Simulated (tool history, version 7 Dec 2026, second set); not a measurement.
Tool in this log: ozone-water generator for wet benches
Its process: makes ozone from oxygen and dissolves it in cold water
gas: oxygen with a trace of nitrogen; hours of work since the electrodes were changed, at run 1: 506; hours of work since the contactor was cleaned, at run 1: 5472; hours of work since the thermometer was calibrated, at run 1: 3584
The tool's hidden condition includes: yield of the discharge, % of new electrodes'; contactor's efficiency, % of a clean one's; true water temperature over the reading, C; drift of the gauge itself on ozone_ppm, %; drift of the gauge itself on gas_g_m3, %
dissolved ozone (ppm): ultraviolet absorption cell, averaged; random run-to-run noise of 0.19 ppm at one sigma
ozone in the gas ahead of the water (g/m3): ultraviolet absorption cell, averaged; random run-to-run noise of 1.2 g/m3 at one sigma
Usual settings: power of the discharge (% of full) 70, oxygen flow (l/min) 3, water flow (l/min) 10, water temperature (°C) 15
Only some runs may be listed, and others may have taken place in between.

run,hour,power of the discharge (% of full),oxygen flow (l/min),water flow (l/min),water temperature (°C),hours of work since the electrodes were changed,hours of work since the contactor was cleaned,hours of work since the thermometer was calibrated,dissolved ozone (ppm),ozone in the gas ahead of the water (g/m3)
1,0,70,3,10,15,506,5472,3584,27.8,209.6
2,30.4,70,3,10,15,526,5492,3604,27.4,208.1
3,50.1,70,3.9,10,15,539,5505,3617,28.8,188.4
4,63.5,70,3,15,15,547,5514,3626,19.2,208.2
5,82.1,70,3,15,15,560,5526,3638,18.5,206.9
6,97.9,70,3,15,15,570,5536,3649,19.1,206.3
7,124.9,70,3,15,15,588,5554,3666,18.9,206.1
8,147.2,70,3,15,15,602,5569,3681,19.1,208.6
9,170.1,70,3,15,15,618,5584,3696,18.8,206.8
10,198.8,70,3,10,15,636,5603,3715,27.7,208.1
11,215.5,70,3,10,15,647,5614,3726,27.4,207.4
12,231.2,70,3,10,15,658,5624,3736,27.3,207.3
13,257.1,70,3,10,15,675,5641,3753,27.5,210
14,281.2,70,3,10,15,691,5657,3769,27.4,209.4
15,295.4,63,3,10,15,700,5666,3779,25.7,191.9
16,325.4,63,2.87,10,15,720,5686,3798,25.2,193.9
17,343.1,70,3,10,15,732,5698,3810,27.8,208.5
18,366,70,3.77,10,15,747,5713,3825,28.5,191
19,380.4,70,3.77,10,15,756,5722,3835,28.6,191.6
20,403.9,65,3,10,16,772,5738,3850,25.6,197.2
21,426.8,65,3,10,16,787,5753,3865,26.1,196.6
22,450.9,48,3,8,13,803,5769,3881,25.6,158.9
23,469.8,67,3,6,15,815,5781,3894,38.6,200.2

Forecast run 24:
24,491.9,67,3,7,15,830,5796,3908,?,?

dissolved ozone (ppm): 34.9
ozone in the gas ahead of the water (g/m3): 198.4
With no hidden state in the tool, this same run would have given dissolved ozone (ppm) 35, ozone in the gas ahead of the water (g/m3) 198.4.
